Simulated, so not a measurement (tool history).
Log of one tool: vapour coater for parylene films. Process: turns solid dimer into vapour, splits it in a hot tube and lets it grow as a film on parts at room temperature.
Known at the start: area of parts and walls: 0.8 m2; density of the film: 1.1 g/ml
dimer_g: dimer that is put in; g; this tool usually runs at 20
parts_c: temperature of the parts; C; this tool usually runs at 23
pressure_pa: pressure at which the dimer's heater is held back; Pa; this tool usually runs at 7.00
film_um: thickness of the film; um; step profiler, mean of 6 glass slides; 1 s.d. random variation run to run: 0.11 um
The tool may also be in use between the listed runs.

run	hour	dimer_g	parts_c	pressure_pa	film_um
1	0.0	20	23	7.00	13.65
# hour 6.1: trap's valve overhauled
2	24.3	20	23	3.15	16.98
3	38.0	20	23	3.15	16.89
4	53.0	12	23	7.00	8.38
5	75.4	20	23	7.00	13.82
6	87.3	20	22	7.00	14.36
7	108.7	20	34	7.00	9.32
8	119.0	20	34	7.00	9.09
9	135.6	20	27	7.00	12.03
10	158.0	9	23	10.01	5.75
11	172.3	9	23	10.01	5.69
12	189.3	16	20	4.61	13.79
13	211.8	19	24	7.00	12.65
14	225.3	19	24	7.00	12.52
15	235.6	11	15	7.00	10.33
16	254.9	11	15	7.00	10.36

Consider 3 possible next runs. They are alternatives, not a sequence: every one starts from the tool as it was left by run 16. What does each give?
A	267.9	20	28	7.00	?
B	267.9	28	23	7.00	?
C	267.9	11	15	2.72	?

run	film_um
A	11.51
B	19.43
C	12.09
With the hidden condition removed and each run's random variation left untouched, the same runs would have given:
run	film_um
A	11.54
B	19.47
C	12.12

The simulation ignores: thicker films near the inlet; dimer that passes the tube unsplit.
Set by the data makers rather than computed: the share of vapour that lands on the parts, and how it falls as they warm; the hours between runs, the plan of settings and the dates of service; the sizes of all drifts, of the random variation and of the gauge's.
